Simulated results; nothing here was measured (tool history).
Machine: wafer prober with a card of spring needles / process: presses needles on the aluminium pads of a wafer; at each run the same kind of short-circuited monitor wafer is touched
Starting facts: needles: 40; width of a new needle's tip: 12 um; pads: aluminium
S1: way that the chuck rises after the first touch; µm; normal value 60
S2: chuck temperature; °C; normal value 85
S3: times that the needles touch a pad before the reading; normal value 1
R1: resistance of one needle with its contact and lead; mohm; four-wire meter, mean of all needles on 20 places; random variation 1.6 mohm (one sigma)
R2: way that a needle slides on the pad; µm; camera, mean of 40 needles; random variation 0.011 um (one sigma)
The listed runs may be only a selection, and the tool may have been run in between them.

{"run": 1, "hour": 0.0, "S1": 60, "S2": 85, "S3": 1, "R1": 164, "R2": 10.08}
{"hour": 9.8, "done": "height of the first contact set anew"}
{"hour": 15.7, "done": "tips cleaned on abrasive film"}
{"run": 2, "hour": 24.0, "S1": 60, "S2": 85, "S3": 1, "R1": 163, "R2": 10.06}
{"hour": 39.3, "done": "tips cleaned on abrasive film"}
{"run": 3, "hour": 49.1, "S1": 44, "S2": 85, "S3": 1, "R1": 169, "R2": 7.38}
{"hour": 62.0, "done": "tips cleaned on abrasive film"}
{"run": 4, "hour": 65.2, "S1": 60, "S2": 104, "S3": 1, "R1": 165, "R2": 10.05}
{"run": 5, "hour": 78.9, "S1": 60, "S2": 85, "S3": 2, "R1": 158, "R2": 10.06}
{"hour": 84.5, "done": "tips cleaned on abrasive film"}
{"run": 6, "hour": 97.2, "S1": 60, "S2": 85, "S3": 2, "R1": 161, "R2": 10.06}
{"hour": 107.6, "done": "tips cleaned on abrasive film"}
{"run": 7, "hour": 116.7, "S1": 60, "S2": 85, "S3": 2, "R1": 165, "R2": 10.04}
{"hour": 130.5, "done": "tips cleaned on abrasive film"}
{"run": 8, "hour": 141.2, "S1": 60, "S2": 85, "S3": 1, "R1": 162, "R2": 10.03}
{"hour": 153.4, "done": "tips cleaned on abrasive film"}
{"run": 9, "hour": 156.0, "S1": 60, "S2": 85, "S3": 1, "R1": 161, "R2": 10.01}
{"run": 10, "hour": 168.1, "S1": 60, "S2": 85, "S3": 1, "R1": 161, "R2": 10.01}
{"hour": 176.5, "done": "tips cleaned on abrasive film"}
{"run": 11, "hour": 189.7, "S1": 60, "S2": 85, "S3": 1, "R1": 161, "R2": 10.01}
{"hour": 201.0, "done": "tips cleaned on abrasive film"}
{"hour": 201.3, "done": "height of the first contact set anew"}
{"run": 12, "hour": 211.8, "S1": 60, "S2": 85, "S3": 1, "R1": 160, "R2": 10.0}
{"hour": 224.5, "done": "tips cleaned on abrasive film"}
{"run": 13, "hour": 230.2, "S1": 60, "S2": 85, "S3": 2, "R1": 160, "R2": 9.98}
{"hour": 249.4, "done": "tips cleaned on abrasive film"}
{"run": 14, "hour": 249.9, "S1": 60, "S2": 85, "S3": 2, "R1": 162, "R2": 10.0}
{"hour": 272.7, "done": "tips cleaned on abrasive film"}
{"run": 15, "hour": 272.7, "S1": 60, "S2": 85, "S3": 1, "R1": 162, "R2": 9.98}
{"hour": 295.4, "done": "tips cleaned on abrasive film"}
{"run": 16, "hour": 298.5, "S1": 60, "S2": 85, "S3": 1, "R1": 161, "R2": 9.96}
{"hour": 318.2, "done": "tips cleaned on abrasive film"}
{"run": 17, "hour": 318.2, "S1": 60, "S2": 85, "S3": 1, "R1": 157, "R2": 9.98}
{"run": 18, "hour": 329.1, "S1": 56, "S2": 60, "S3": 1, "R1": 160, "R2": 9.29}
{"hour": 341.1, "done": "tips cleaned on abrasive film"}
{"run": 19, "hour": 346.8, "S1": 61, "S2": 42, "S3": 1, "R1": 155, "R2": 10.15}
{"run": 20, "hour": 361.9, "S1": 45, "S2": 107, "S3": 2, "R1": 171, "R2": 7.48}
{"hour": 363.8, "done": "tips cleaned on abrasive film"}
{"run": 21, "hour": 378.7, "S1": 74, "S2": 63, "S3": 1, "R1": 157, "R2": 12.25}

The next listed run, before its measurement:
{"hour": 387.4, "done": "tips cleaned on abrasive film"}
{"run": 22, "hour": 390.0, "S1": 47, "S2": 41, "S3": 1, "R1": "?", "R2": "?"}

Logged for run 22: R1 158 mohm, R2 7.80 µm.
The same run, on a tool lacking any hidden state, would have yielded R1 158 mohm, R2 7.91 µm.

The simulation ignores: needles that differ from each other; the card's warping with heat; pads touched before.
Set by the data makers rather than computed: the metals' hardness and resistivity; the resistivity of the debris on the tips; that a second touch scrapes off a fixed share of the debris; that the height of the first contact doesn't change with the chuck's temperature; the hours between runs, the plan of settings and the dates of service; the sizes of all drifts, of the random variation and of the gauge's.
